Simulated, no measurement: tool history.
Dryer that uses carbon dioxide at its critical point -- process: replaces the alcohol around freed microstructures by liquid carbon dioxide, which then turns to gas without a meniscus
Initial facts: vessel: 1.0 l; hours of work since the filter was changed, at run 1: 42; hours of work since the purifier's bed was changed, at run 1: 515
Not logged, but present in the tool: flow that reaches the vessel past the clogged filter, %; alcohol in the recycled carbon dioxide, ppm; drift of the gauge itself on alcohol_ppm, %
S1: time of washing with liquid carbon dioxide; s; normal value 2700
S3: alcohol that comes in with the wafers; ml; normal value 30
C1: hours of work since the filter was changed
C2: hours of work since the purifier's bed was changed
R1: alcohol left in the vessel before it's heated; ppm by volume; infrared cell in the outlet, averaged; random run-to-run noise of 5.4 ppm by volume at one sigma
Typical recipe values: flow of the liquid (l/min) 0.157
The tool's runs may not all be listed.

run 1 hour=0.0 | S1=2700 flow_of_the_liquid_(l/min)=0.157 S3=30 | C1=42 C2=515 | R1=250
run 2 hour=34.7 | S1=2700 flow_of_the_liquid_(l/min)=0.157 S3=30 | C1=62 C2=534 | R1=259
run 3 hour=90.7 | S1=2700 flow_of_the_liquid_(l/min)=0.157 S3=30 | C1=93 C2=566 | R1=301
run 4 hour=142.2 | S1=2700 flow_of_the_liquid_(l/min)=0.157 S3=30 | C1=122 C2=594 | R1=323
-- hour=196.8 inlet filter changed
run 5 hour=198.5 | S1=2700 flow_of_the_liquid_(l/min)=0.157 S3=30 | C1=1 C2=625 | R1=246
run 6 hour=238.3 | S1=2700 flow_of_the_liquid_(l/min)=0.157 S3=30 | C1=23 C2=647 | R1=265
-- hour=291.2 purifier's bed changed
run 7 hour=293.9 | S1=2700 flow_of_the_liquid_(l/min)=0.157 S3=30 | C1=52 C2=2 | R1=154
run 8 hour=340.4 | S1=2700 flow_of_the_liquid_(l/min)=0.157 S3=30 | C1=78 C2=27 | R1=189
run 9 hour=393.6 | S1=2700 flow_of_the_liquid_(l/min)=0.157 S3=30 | C1=108 C2=57 | R1=226
run 10 hour=430.1 | S1=2700 flow_of_the_liquid_(l/min)=0.157 S3=30 | C1=128 C2=77 | R1=244
-- hour=471.7 inlet filter changed
run 11 hour=471.7 | S1=2700 flow_of_the_liquid_(l/min)=0.157 S3=30 | C1=0 C2=100 | R1=141
run 12 hour=506.2 | S1=2700 flow_of_the_liquid_(l/min)=0.135 S3=30 | C1=19 C2=119 | R1=344
run 13 hour=553.9 | S1=2700 flow_of_the_liquid_(l/min)=0.157 S3=107 | C1=46 C2=146 | R1=583
run 14 hour=603.2 | S1=2700 flow_of_the_liquid_(l/min)=0.157 S3=107 | C1=73 C2=173 | R1=688
run 15 hour=651.5 | S1=2700 flow_of_the_liquid_(l/min)=0.157 S3=107 | C1=100 C2=200 | R1=778
run 16 hour=708.3 | S1=2700 flow_of_the_liquid_(l/min)=0.157 S3=107 | C1=132 C2=232 | R1=867
-- hour=744.9 inlet filter changed
run 17 hour=754.7 | S1=2700 flow_of_the_liquid_(l/min)=0.157 S3=30 | C1=6 C2=257 | R1=191
run 18 hour=788.1 | S1=2700 flow_of_the_liquid_(l/min)=0.157 S3=30 | C1=24 C2=276 | R1=205
run 19 hour=812.6 | S1=2700 flow_of_the_liquid_(l/min)=0.157 S3=30 | C1=38 C2=290 | R1=216
run 20 hour=848.0 | S1=2700 flow_of_the_liquid_(l/min)=0.157 S3=25 | C1=58 C2=309 | R1=206
run 21 hour=902.7 | S1=2700 flow_of_the_liquid_(l/min)=0.157 S3=30 | C1=88 C2=340 | R1=259
run 22 hour=956.0 | S1=2460 flow_of_the_liquid_(l/min)=0.157 S3=30 | C1=118 C2=370 | R1=411
run 23 hour=998.3 | S1=2460 flow_of_the_liquid_(l/min)=0.157 S3=30 | C1=141 C2=393 | R1=448
-- hour=1018.5 inlet filter changed
run 24 hour=1023.9 | S1=2700 flow_of_the_liquid_(l/min)=0.157 S3=27 | C1=3 C2=407 | R1=210
run 25 hour=1079.3 | S1=2700 flow_of_the_liquid_(l/min)=0.157 S3=27 | C1=34 C2=438 | R1=228
run 26 hour=1132.1 | S1=1920 flow_of_the_liquid_(l/min)=0.202 S3=78 | C1=63 C2=467 | R1=748
run 27 hour=1161.4 | S1=2700 flow_of_the_liquid_(l/min)=0.157 S3=95 | C1=80 C2=484 | R1=673
run 28 hour=1191.6 | S1=3240 flow_of_the_liquid_(l/min)=0.243 S3=83 | C1=97 C2=501 | R1=91
run 29 hour=1241.9 | S1=2100 flow_of_the_liquid_(l/min)=0.255 S3=27 | C1=125 C2=529 | R1=150
run 30 hour=1269.8 | S1=2100 flow_of_the_liquid_(l/min)=0.255 S3=27 | C1=140 C2=544 | R1=153
-- hour=1292.3 inlet filter changed
run 31 hour=1296.4 | S1=2700 flow_of_the_liquid_(l/min)=0.098 S3=30 | C1=2 C2=558 | R1=1256
run 32 hour=1321.0 | S1=2700 flow_of_the_liquid_(l/min)=0.220 S3=41 | C1=16 C2=572 | R1=119
run 33 hour=1365.9 | S1=2700 flow_of_the_liquid_(l/min)=0.220 S3=41 | C1=41 C2=597 | R1=135
run 34 hour=1395.8 | S1=2700 flow_of_the_liquid_(l/min)=0.220 S3=41 | C1=58 C2=614 | R1=135
run 35 hour=1450.1 | S1=2160 flow_of_the_liquid_(l/min)=0.197 S3=82 | C1=88 C2=644 | R1=610
run 36 hour=1496.0 | S1=2160 flow_of_the_liquid_(l/min)=0.197 S3=82 | C1=114 C2=670 | R1=651
-- hour=1509.6 purifier's bed changed
run 37 hour=1548.9 | S1=2700 flow_of_the_liquid_(l/min)=0.151 S3=30 | C1=141 C2=22 | R1=307
-- hour=1569.8 inlet filter changed
run 38 hour=1587.3 | S1=3420 flow_of_the_liquid_(l/min)=0.266 S3=39 | C1=10 C2=43 | R1=12
run 39 hour=1621.4 | S1=4020 flow_of_the_liquid_(l/min)=0.168 S3=26 | C1=29 C2=62 | R1=21
run 40 hour=1678.2 | S1=3240 flow_of_the_liquid_(l/min)=0.180 S3=22 | C1=60 C2=93 | R1=36
run 41 hour=1730.4 | S1=1680 flow_of_the_liquid_(l/min)=0.117 S3=47 | C1=90 C2=123 | R1=4739
run 42 hour=1779.1 | S1=3420 flow_of_the_liquid_(l/min)=0.203 S3=41 | C1=117 C2=150 | R1=42
run 43 hour=1833.6 | S1=3420 flow_of_the_liquid_(l/min)=0.203 S3=41 | C1=147 C2=180 | R1=52
-- hour=1843.8 inlet filter changed
run 44 hour=1891.7 | S1=2400 flow_of_the_liquid_(l/min)=0.244 S3=41 | C1=27 C2=212 | R1=61
run 45 hour=1931.1 | S1=1980 flow_of_the_liquid_(l/min)=0.241 S3=22 | C1=49 C2=234 | R1=81

Predict each of these 5 candidate next runs independently; none follows another, all start after run 45:
run A hour=1957.5 | S1=1860 flow_of_the_liquid_(l/min)=0.132 S3=108 | C1=63 C2=249 | R1=?
run B hour=1957.5 | S1=2280 flow_of_the_liquid_(l/min)=0.110 S3=27 | C1=63 C2=249 | R1=?
run C hour=1957.5 | S1=2580 flow_of_the_liquid_(l/min)=0.110 S3=42 | C1=63 C2=249 | R1=?
run D hour=1957.5 | S1=2700 flow_of_the_liquid_(l/min)=0.157 S3=42 | C1=63 C2=249 | R1=?
run E hour=1957.5 | S1=2460 flow_of_the_liquid_(l/min)=0.241 S3=22 | C1=63 C2=249 | R1=?

run=A R1=5890
run=B R1=1471
run=C R1=1481
run=D R1=284
run=E R1=62
Without the tool's unlogged condition, the same runs would have read:
run=A R1=4999
run=B R1=1220
run=C R1=1204
run=D R1=183
run=E R1=15

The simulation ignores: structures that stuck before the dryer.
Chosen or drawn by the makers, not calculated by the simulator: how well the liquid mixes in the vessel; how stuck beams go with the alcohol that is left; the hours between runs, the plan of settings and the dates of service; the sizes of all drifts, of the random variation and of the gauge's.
